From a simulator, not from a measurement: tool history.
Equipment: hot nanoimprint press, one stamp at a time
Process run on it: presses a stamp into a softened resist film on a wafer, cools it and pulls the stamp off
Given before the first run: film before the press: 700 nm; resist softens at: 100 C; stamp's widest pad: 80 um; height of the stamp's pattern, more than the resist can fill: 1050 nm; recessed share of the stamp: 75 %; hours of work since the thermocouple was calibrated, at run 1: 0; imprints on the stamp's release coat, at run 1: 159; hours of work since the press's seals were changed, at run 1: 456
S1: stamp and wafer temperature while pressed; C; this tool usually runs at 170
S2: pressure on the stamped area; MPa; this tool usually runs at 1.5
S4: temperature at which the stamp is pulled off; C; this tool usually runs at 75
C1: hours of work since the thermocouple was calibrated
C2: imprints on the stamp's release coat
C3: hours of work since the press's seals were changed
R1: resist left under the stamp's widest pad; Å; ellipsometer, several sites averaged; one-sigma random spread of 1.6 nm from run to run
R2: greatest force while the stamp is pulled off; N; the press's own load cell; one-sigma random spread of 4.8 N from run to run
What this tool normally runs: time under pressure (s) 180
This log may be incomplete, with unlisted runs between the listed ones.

run 1 hour=0 | S1=170 S2=1.5 time_under_pressure_(s)=180 S4=75 | C1=0 C2=159 C3=456 | R1=2595 R2=241
run 2 hour=26.9 | S1=170 S2=1.09 time_under_pressure_(s)=180 S4=75 | C1=21 C2=258 C3=477 | R1=2947 R2=258
run 3 hour=64.4 | S1=170 S2=1.5 time_under_pressure_(s)=180 S4=68 | C1=51 C2=396 C3=507 | R1=2576 R2=298
run 4 hour=92.2 | S1=170 S2=1.5 time_under_pressure_(s)=180 S4=68 | C1=73 C2=498 C3=529 | R1=2615 R2=297
run 5 hour=130.7 | S1=165 S2=1.5 time_under_pressure_(s)=180 S4=75 | C1=104 C2=640 C3=560 | R1=3517 R2=290
run 6 hour=172.6 | S1=170 S2=1.5 time_under_pressure_(s)=180 S4=62 | C1=137 C2=794 C3=593 | R1=2620 R2=359
-- hour=223.6 stamp cleaned and given a new release coat
run 7 hour=223.6 | S1=170 S2=0.91 time_under_pressure_(s)=180 S4=75 | C1=173 C2=0 C3=629 | R1=3244 R2=248
run 8 hour=253.6 | S1=170 S2=1.5 time_under_pressure_(s)=180 S4=75 | C1=197 C2=110 C3=653 | R1=2645 R2=246
run 9 hour=296.3 | S1=170 S2=1.5 time_under_pressure_(s)=180 S4=75 | C1=231 C2=267 C3=687 | R1=2659 R2=262
run 10 hour=340.8 | S1=170 S2=1.5 time_under_pressure_(s)=180 S4=75 | C1=266 C2=431 C3=722 | R1=2669 R2=281
-- hour=348.6 plate thermocouple calibrated
run 11 hour=369.3 | S1=170 S2=1.5 time_under_pressure_(s)=180 S4=75 | C1=16 C2=525 C3=743 | R1=2588 R2=264
run 12 hour=407.4 | S1=170 S2=1.5 time_under_pressure_(s)=180 S4=75 | C1=47 C2=665 C3=773 | R1=2565 R2=294
run 13 hour=451.7 | S1=170 S2=1.5 time_under_pressure_(s)=180 S4=77 | C1=82 C2=828 C3=808 | R1=2640 R2=283
-- hour=493.7 stamp cleaned and given a new release coat
run 14 hour=508.3 | S1=164 S2=1.5 time_under_pressure_(s)=180 S4=75 | C1=122 C2=54 C3=848 | R1=3758 R2=247
run 15 hour=561.4 | S1=159 S2=1.5 time_under_pressure_(s)=180 S4=75 | C1=165 C2=249 C3=891 | R1=4767 R2=251
-- hour=592.6 press's hydraulic seals changed and the load cell set to zero
run 16 hour=602 | S1=179 S2=0.92 time_under_pressure_(s)=180 S4=75 | C1=190 C2=369 C3=7 | R1=1920 R2=255
run 17 hour=637 | S1=179 S2=0.92 time_under_pressure_(s)=180 S4=75 | C1=218 C2=498 C3=35 | R1=1943 R2=289
run 18 hour=677.4 | S1=173 S2=1.61 time_under_pressure_(s)=180 S4=75 | C1=251 C2=647 C3=68 | R1=2100 R2=284
-- hour=701.8 plate thermocouple calibrated
run 19 hour=719 | S1=173 S2=1.61 time_under_pressure_(s)=94 S4=75 | C1=14 C2=789 C3=98 | R1=2746 R2=291
run 20 hour=758.2 | S1=173 S2=1.27 time_under_pressure_(s)=94 S4=63 | C1=45 C2=933 C3=129 | R1=3054 R2=373
-- hour=773.3 stamp cleaned and given a new release coat
run 21 hour=802.5 | S1=173 S2=1.27 time_under_pressure_(s)=94 S4=63 | C1=75 C2=107 C3=160 | R1=3052 R2=288
run 22 hour=846.6 | S1=173 S2=1.27 time_under_pressure_(s)=94 S4=78 | C1=110 C2=269 C3=195 | R1=3067 R2=242
run 23 hour=886.9 | S1=170 S2=0.95 time_under_pressure_(s)=180 S4=80 | C1=143 C2=418 C3=227 | R1=3196 R2=236
run 24 hour=909.2 | S1=170 S2=0.95 time_under_pressure_(s)=180 S4=80 | C1=160 C2=500 C3=245 | R1=3245 R2=255
run 25 hour=947.2 | S1=170 S2=0.95 time_under_pressure_(s)=180 S4=80 | C1=191 C2=640 C3=275 | R1=3223 R2=256
run 26 hour=999.8 | S1=170 S2=0.95 time_under_pressure_(s)=180 S4=80 | C1=232 C2=834 C3=317 | R1=3257 R2=277
-- hour=1040.4 stamp cleaned and given a new release coat
run 27 hour=1043.5 | S1=159 S2=0.95 time_under_pressure_(s)=282 S4=67 | C1=262 C2=11 C3=347 | R1=4905 R2=275
-- hour=1052.9 plate thermocouple calibrated
run 28 hour=1096.1 | S1=159 S2=0.95 time_under_pressure_(s)=282 S4=67 | C1=34 C2=194 C3=386 | R1=4769 R2=299
run 29 hour=1148.8 | S1=171 S2=1.5 time_under_pressure_(s)=234 S4=70 | C1=76 C2=388 C3=428 | R1=2188 R2=288

Alternative continuations, all from the tool just after run 29; predict every row:
run A hour=1184.2 | S1=170 S2=1.76 time_under_pressure_(s)=121 S4=61 | C1=104 C2=518 C3=457 | R1=? R2=?
run B hour=1184.2 | S1=170 S2=1.5 time_under_pressure_(s)=305 S4=75 | C1=104 C2=518 C3=457 | R1=? R2=?
run C hour=1184.2 | S1=179 S2=2.09 time_under_pressure_(s)=341 S4=75 | C1=104 C2=518 C3=457 | R1=? R2=?
run D hour=1184.2 | S1=171 S2=1.5 time_under_pressure_(s)=234 S4=70 | C1=104 C2=518 C3=457 | R1=? R2=?

run=A R1=2886 R2=352
run=B R1=2056 R2=277
run=C R1=980 R2=273
run=D R1=2203 R2=296
With no hidden state in the tool, these same runs would have given:
run=A R1=2793 R2=304
run=B R1=1987 R2=238
run=C R1=945 R2=235
run=D R1=2131 R2=255
